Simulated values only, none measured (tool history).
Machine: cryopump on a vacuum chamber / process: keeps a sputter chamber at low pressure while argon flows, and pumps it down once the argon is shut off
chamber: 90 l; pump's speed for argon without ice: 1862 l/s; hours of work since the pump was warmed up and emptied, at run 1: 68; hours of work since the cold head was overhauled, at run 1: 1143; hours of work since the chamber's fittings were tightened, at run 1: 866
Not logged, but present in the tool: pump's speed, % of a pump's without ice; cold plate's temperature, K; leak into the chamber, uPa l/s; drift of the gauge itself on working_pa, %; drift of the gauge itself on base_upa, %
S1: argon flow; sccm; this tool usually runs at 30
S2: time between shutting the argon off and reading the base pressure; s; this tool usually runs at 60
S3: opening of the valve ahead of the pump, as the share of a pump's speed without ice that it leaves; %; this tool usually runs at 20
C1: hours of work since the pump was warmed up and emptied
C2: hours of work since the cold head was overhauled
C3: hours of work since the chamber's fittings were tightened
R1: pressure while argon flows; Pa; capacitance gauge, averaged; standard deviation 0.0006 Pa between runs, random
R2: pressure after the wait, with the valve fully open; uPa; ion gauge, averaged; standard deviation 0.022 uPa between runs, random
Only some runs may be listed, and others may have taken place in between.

Run 1, hour 0.0: usual settings; C1 68; C2 1143; C3 866. Result: R1 0.1377 Pa, R2 1.71 uPa.
Run 2, hour 67.3: usual settings; C1 117; C2 1192; C3 916. Result: R1 0.1367 Pa, R2 1.85 uPa.
Run 3, hour 110.7: usual settings; C1 149; C2 1224; C3 948. Result: R1 0.1365 Pa, R2 1.88 uPa.
Run 4, hour 188.5: usual settings but S3 29 %; C1 206; C2 1281; C3 1005. Result: R1 0.0962 Pa, R2 1.90 uPa.
Run 5, hour 265.5: usual settings but S3 29 %; C1 263; C2 1338; C3 1061. Result: R1 0.0956 Pa, R2 2.05 uPa.
Run 6, hour 336.1: usual settings but S3 29 %; C1 315; C2 1390; C3 1113. Result: R1 0.0970 Pa, R2 2.06 uPa.
Run 7, hour 403.9: usual settings but S2 26 s; C1 364; C2 1439; C3 1163. Result: R1 0.1381 Pa, R2 2.84 uPa.
Run 8, hour 489.3: usual settings but S2 26 s; C1 427; C2 1502; C3 1226. Result: R1 0.1399 Pa, R2 2.99 uPa.
Run 9, hour 558.6: usual settings but S1 38 sccm; C1 478; C2 1553; C3 1276. Result: R1 0.1795 Pa, R2 2.39 uPa.
Run 10, hour 633.8: usual settings; C1 533; C2 1608; C3 1332. Result: R1 0.1426 Pa, R2 2.54 uPa.
Run 11, hour 713.5: usual settings; C1 592; C2 1667; C3 1390. Result: R1 0.1423 Pa, R2 2.61 uPa.
Run 12, hour 795.1: usual settings but S1 12 sccm; C1 652; C2 1727; C3 1450. Result: R1 0.0567 Pa, R2 2.92 uPa.
Run 13, hour 873.6: usual settings but S1 12 sccm; C1 709; C2 1784; C3 1508. Result: R1 0.0573 Pa, R2 2.91 uPa.
At hour 926.9: leaking fittings of the chamber tightened, without venting.
Run 14, hour 957.2: usual settings but S3 52 %; C1 769; C2 1844; C3 22. Result: R1 0.0594 Pa, R2 0.80 uPa.
Run 15, hour 1027.4: usual settings; C1 821; C2 1896; C3 74. Result: R1 0.1432 Pa, R2 0.86 uPa.
Run 16, hour 1070.1: usual settings but S2 34 s; C1 852; C2 1927; C3 105. Result: R1 0.1434 Pa, R2 1.33 uPa.
Run 17, hour 1132.2: usual settings but S1 42 sccm; C1 898; C2 1973; C3 151. Result: R1 0.2029 Pa, R2 1.03 uPa.
Run 18, hour 1170.3: usual settings but S1 31 sccm, S2 85 s, S3 28 %; C1 926; C2 2001; C3 179. Result: R1 0.1104 Pa, R2 0.87 uPa.
Run 19, hour 1238.5: usual settings but S2 39 s; C1 976; C2 2051; C3 229. Result: R1 0.1456 Pa, R2 1.37 uPa.
At hour 1299.2: pump warmed up, emptied and cooled again.
Run 20, hour 1301.2: usual settings but S2 39 s; C1 1; C2 2093; C3 271. Result: R1 0.1373 Pa, R2 1.27 uPa.
Run 21, hour 1338.4: usual settings but S1 50 sccm; C1 29; C2 2120; C3 298. Result: R1 0.2279 Pa, R2 1.07 uPa.
Run 22, hour 1401.0: usual settings but S1 15 sccm, S2 50 s; C1 75; C2 2166; C3 344. Result: R1 0.0684 Pa, R2 1.18 uPa.
Run 23, hour 1440.8: usual settings but S2 129 s; C1 104; C2 2196; C3 374. Result: R1 0.1377 Pa, R2 0.92 uPa.
Run 24, hour 1499.1: usual settings but S1 34 sccm, S2 129 s; C1 147; C2 2238; C3 416. Result: R1 0.1562 Pa, R2 0.97 uPa.
Run 25, hour 1559.3: usual settings but S1 14 sccm, S2 278 s, S3 50 %; C1 191; C2 2283; C3 461. Result: R1 0.0257 Pa, R2 0.87 uPa.
Run 26, hour 1606.5: usual settings but S1 13 sccm, S2 152 s, S3 42 %; C1 226; C2 2317; C3 495. Result: R1 0.0285 Pa, R2 1.01 uPa.
Run 27, hour 1662.0: usual settings but S1 20 sccm, S2 38 s, S3 41 %; C1 266; C2 2358; C3 536. Result: R1 0.0463 Pa, R2 1.68 uPa.
Run 28, hour 1698.2: usual settings but S1 20 sccm, S2 38 s, S3 41 %; C1 293; C2 2385; C3 563. Result: R1 0.0460 Pa, R2 1.71 uPa.
Run 29, hour 1766.7: usual settings but S1 17 sccm, S3 21 %; C1 343; C2 2435; C3 613. Result: R1 0.0756 Pa, R2 1.50 uPa.
Run 30, hour 1827.7: usual settings but S1 14 sccm, S2 51 s, S3 18 %; C1 388; C2 2480; C3 658. Result: R1 0.0727 Pa, R2 1.65 uPa.
Run 31, hour 1871.1: usual settings but S1 20 sccm, S2 88 s, S3 24 %; C1 420; C2 2511; C3 690. Result: R1 0.0786 Pa, R2 1.41 uPa.
Run 32, hour 1916.2: usual settings but S1 13 sccm, S3 21 %; C1 453; C2 2545; C3 723. Result: R1 0.0589 Pa, R2 1.65 uPa.
Run 33, hour 1996.8: usual settings but S3 22 %; C1 512; C2 2604; C3 782. Result: R1 0.1281 Pa, R2 1.74 uPa.
Run 34, hour 2032.1: usual settings but S1 32 sccm, S2 182 s; C1 538; C2 2630; C3 808. Result: R1 0.1515 Pa, R2 1.51 uPa.

Below are 4 alternative next runs, each starting from the tool's condition after run 34. Predict each:
Run A, hour 2110.6: usual settings but S1 15 sccm, S2 245 s; C1 596; C2 2687; C3 865. Result: R1 ?, R2 ?.
Run B, hour 2110.6: usual settings but S1 56 sccm, S2 22 s, S3 23 %; C1 596; C2 2687; C3 865. Result: R1 ?, R2 ?.
Run C, hour 2110.6: usual settings but S1 21 sccm, S2 35 s, S3 40 %; C1 596; C2 2687; C3 865. Result: R1 ?, R2 ?.
Run D, hour 2110.6: usual settings but S1 27 sccm; C1 596; C2 2687; C3 865. Result: R1 ?, R2 ?.

run      R1    R2
  A  0.0705  1.54
  B  0.2332  2.70
  C  0.0526  2.33
  D  0.1281  1.96
The same runs, with their run-to-run variation unchanged, on a tool lacking any hidden condition would have given:
run      R1    R2
  A  0.0675  0.31
  B  0.2219  1.50
  C  0.0484  1.07
  D  0.1227  0.70
